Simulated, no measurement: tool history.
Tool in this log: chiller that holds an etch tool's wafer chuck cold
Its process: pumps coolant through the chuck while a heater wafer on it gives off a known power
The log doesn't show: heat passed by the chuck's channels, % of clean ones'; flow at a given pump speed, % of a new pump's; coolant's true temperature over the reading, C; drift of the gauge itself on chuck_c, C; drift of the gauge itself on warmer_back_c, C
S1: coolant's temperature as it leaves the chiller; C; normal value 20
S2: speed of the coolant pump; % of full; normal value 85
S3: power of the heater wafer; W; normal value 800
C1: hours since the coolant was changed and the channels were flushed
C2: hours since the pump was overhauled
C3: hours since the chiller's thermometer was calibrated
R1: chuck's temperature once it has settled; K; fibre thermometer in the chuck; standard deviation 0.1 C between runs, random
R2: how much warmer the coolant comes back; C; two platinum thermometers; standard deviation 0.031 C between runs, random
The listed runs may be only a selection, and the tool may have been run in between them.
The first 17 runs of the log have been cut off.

| run | hour | S1 | S2 | S3 | C1 | C2 | C3 | R1 | R2 |
|---|---|---|---|---|---|---|---|---|---|
| 18 | 2097.7 | 26 | 71 | 760 | 6943 | 3011 | 3998 | 306.95 | 3.76 |
| 19 | 2233.6 | 22 | 78 | 800 | 7079 | 3147 | 4133 | 302.85 | 3.66 |
| 20 | 2399 | 27 | 87 | 800 | 7245 | 3313 | 4299 | 307.35 | 3.27 |
|  | 2498.9 | coolant changed, channels flushed |
| 21 | 2541.1 | 27 | 69 | 800 | 42 | 3449 | 4435 | 307.85 | 4.15 |
| 22 | 2660.8 | 20 | 72 | 1150 | 162 | 3568 | 4555 | 303.65 | 5.76 |
| 23 | 2746.4 | 20 | 67 | 1150 | 248 | 3654 | 4640 | 304.15 | 6.15 |
| 24 | 2842.1 | 20 | 81 | 830 | 343 | 3750 | 4736 | 300.15 | 3.66 |
| 25 | 3026.5 | 29 | 95 | 800 | 528 | 3934 | 4920 | 308.55 | 3.04 |
| 26 | 3136 | 16 | 88 | 642 | 637 | 4044 | 5030 | 294.55 | 2.62 |
|  | 3191.3 | chiller's thermometer calibrated |
| 27 | 3217.2 | 16 | 88 | 968 | 717 | 4124 | 26 | 296.25 | 3.93 |
| 28 | 3380.3 | 16 | 88 | 968 | 880 | 4287 | 189 | 296.15 | 3.93 |
| 29 | 3557.2 | 16 | 88 | 968 | 1057 | 4464 | 366 | 296.45 | 3.87 |
| 30 | 3658 | 20 | 72 | 740 | 1158 | 4565 | 467 | 299.65 | 3.72 |
| 31 | 3830 | 22 | 85 | 800 | 1330 | 4737 | 639 | 301.25 | 3.44 |
| 32 | 3914.3 | 22 | 85 | 800 | 1414 | 4821 | 723 | 301.35 | 3.42 |

Below are 4 alternative next runs, each starting from the tool's condition after run 32. Predict each:
| A | 4070.7 | 22 | 79 | 471 | 1571 | 4977 | 879 | ? | ? |
| B | 4070.7 | 13 | 68 | 800 | 1571 | 4977 | 879 | ? | ? |
| C | 4070.7 | 22 | 83 | 800 | 1571 | 4977 | 879 | ? | ? |
| D | 4070.7 | 20 | 69 | 800 | 1571 | 4977 | 879 | ? | ? |

| run | R1 | R2 |
|---|---|---|
| A | 299.05 | 2.15 |
| B | 293.35 | 4.29 |
| C | 301.65 | 3.5 |
| D | 300.55 | 4.25 |
What these runs would have given with no unlogged condition in the tool:
| run | R1 | R2 |
|---|---|---|
| A | 298.75 | 2 |
| B | 292.75 | 4 |
| C | 301.15 | 3.26 |
| D | 299.95 | 3.95 |
